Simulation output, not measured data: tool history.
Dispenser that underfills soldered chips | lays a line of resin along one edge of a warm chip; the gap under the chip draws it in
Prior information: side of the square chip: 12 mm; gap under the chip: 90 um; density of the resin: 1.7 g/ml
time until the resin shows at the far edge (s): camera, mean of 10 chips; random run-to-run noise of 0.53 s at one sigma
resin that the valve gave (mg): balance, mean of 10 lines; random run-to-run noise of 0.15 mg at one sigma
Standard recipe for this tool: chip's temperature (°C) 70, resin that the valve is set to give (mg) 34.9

run,hour,chip's temperature (°C),resin that the valve is set to give (mg),time until the resin shows at the far edge (s),resin that the valve gave (mg)
1,0.0,70,34.9,52.3,33.37
2,5.6,75,34.9,50.9,33.26
# hour 10.2: new syringe of resin
3,13.6,75,34.9,38.9,33.16
4,21.7,75,34.9,51.8,33.54
# hour 26.7: new syringe of resin
5,28.6,63,34.9,64.5,33.08
6,35.0,63,34.9,81.8,33.25
7,41.3,79,34.9,47.5,32.95
# hour 42.7: new syringe of resin
8,49.1,79,34.9,37.2,32.74
9,53.3,70,41.6,62.9,38.93
# hour 59.3: new syringe of resin
10,62.0,70,38.2,47.6,35.73
# hour 67.8: dispensing valve cleaned and set on the balance
11,70.9,70,38.2,63.6,37.98
# hour 76.8: new syringe of resin
12,76.8,70,34.9,43.8,34.83
13,84.4,70,34.9,57.5,34.94
14,92.0,70,34.9,74.0,34.69
# hour 92.9: new syringe of resin
15,100.6,70,30.3,58.1,29.91
16,108.4,70,30.3,77.2,29.68
# hour 109.0: new syringe of resin
17,113.5,70,30.3,51.3,29.64
18,120.2,70,30.3,66.3,29.80
# hour 124.8: new syringe of resin
19,124.8,70,30.3,43.4,29.49
20,129.1,70,30.3,51.5,29.45
21,135.2,82,43.4,35.4,42.72
# hour 140.7: new syringe of resin
22,141.6,82,43.4,24.9,41.81
23,149.9,82,43.4,34.6,41.84
# hour 156.6: new syringe of resin
24,157.5,82,43.4,25.2,42.13
25,161.6,63,40.9,69.3,39.64
26,168.1,60,36.3,104.4,35.16
# hour 172.4: new syringe of resin
27,172.4,70,34.1,43.0,32.83
28,176.1,58,42.8,86.3,41.28
29,183.2,64,37.5,82.5,35.92
# hour 188.4: new syringe of resin
30,191.8,64,37.5,63.8,35.70
31,195.3,65,30.2,69.5,28.98
32,200.8,78,38.5,45.4,36.72
# hour 204.5: new syringe of resin
33,205.0,78,38.5,29.7,36.65
34,212.7,73,35.9,49.9,33.89
35,219.6,62,34.1,111.5,31.71

Forecast each of these 3 alternatives for the next run:
# hour 220.4: new syringe of resin
A,227.4,58,34.1,?,?
# hour 220.4: new syringe of resin
B,227.4,57,39.3,?,?
# hour 220.4: new syringe of resin
C,227.4,78,34.1,?,?

run,time until the resin shows at the far edge (s),resin that the valve gave (mg)
A,98.1,31.94
B,101.0,37.06
C,39.3,32.28
Without the tool's hidden state the same runs would have given:
run,time until the resin shows at the far edge (s),resin that the valve gave (mg)
A,77.1,33.90
B,79.7,39.33
C,30.9,34.26
